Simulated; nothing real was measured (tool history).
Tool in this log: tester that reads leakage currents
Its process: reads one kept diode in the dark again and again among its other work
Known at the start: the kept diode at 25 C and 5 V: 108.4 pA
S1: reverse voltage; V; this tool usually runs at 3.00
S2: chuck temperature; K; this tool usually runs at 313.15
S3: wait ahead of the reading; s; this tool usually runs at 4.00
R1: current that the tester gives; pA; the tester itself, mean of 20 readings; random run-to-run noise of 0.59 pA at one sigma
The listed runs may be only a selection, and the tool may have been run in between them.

run	hour	S1	S2	S3	R1
1	0.0	3.00	313.15	4.00	250.78
2	30.1	3.00	313.15	4.00	251.13
3	89.5	3.00	313.15	4.00	250.92
4	133.0	3.00	313.15	4.00	251.04
5	190.2	3.00	313.15	4.00	251.49
6	221.9	3.45	313.15	4.00	265.09
7	257.9	3.45	313.15	4.00	265.62
8	307.2	3.45	313.15	4.00	263.81
9	348.1	3.45	313.15	4.00	265.46
10	375.7	3.00	313.15	0.36	254.27
11	413.0	3.00	313.15	0.36	254.63
12	458.5	3.00	313.15	0.36	255.12
13	495.2	3.00	313.15	0.36	255.80
14	549.5	3.00	313.15	4.00	252.88
15	591.6	3.00	313.15	4.00	253.32
16	619.4	3.00	313.15	4.00	253.41
17	680.8	3.00	313.15	4.00	253.88
18	719.7	3.00	302.15	4.00	121.68
19	748.5	3.00	313.15	1.26	253.56
20	797.1	3.00	328.15	4.00	642.78
21	851.3	1.33	301.15	0.40	85.66
22	887.1	2.14	312.15	5.95	210.05
23	916.4	3.00	325.15	3.72	534.94
24	950.7	6.28	319.15	3.72	487.93
25	987.6	2.18	319.15	0.58	332.61
26	1048.4	16.35	305.15	2.45	283.59
27	1103.9	16.35	322.15	2.45	834.06
28	1165.6	11.91	301.15	2.45	192.88
29	1225.6	11.91	301.15	2.45	193.47
30	1281.6	11.09	301.15	2.57	188.06
31	1309.9	11.09	318.15	0.71	572.50
32	1343.5	1.06	306.15	0.54	110.98
33	1386.3	1.06	306.15	0.54	111.03
34	1422.6	1.06	306.15	0.54	111.45
35	1448.5	1.65	313.15	4.00	205.95
36	1488.3	1.65	313.15	4.00	206.12
37	1516.5	1.65	313.15	4.00	206.55
38	1565.1	1.65	313.15	4.00	206.40
39	1592.1	1.65	313.15	4.00	206.06

Below are 3 alternative next runs, each starting from the tool's condition after run 39. Predict each:
A	1624.9	13.42	319.15	0.34	?
B	1624.9	1.48	297.15	0.35	?
C	1624.9	4.13	313.15	4.00	?

run	R1
A	661.86
B	68.95
C	288.70
Stripped of hidden state, with their random variation kept, the same runs would have yielded:
run	R1
A	647.85
B	67.15
C	283.14
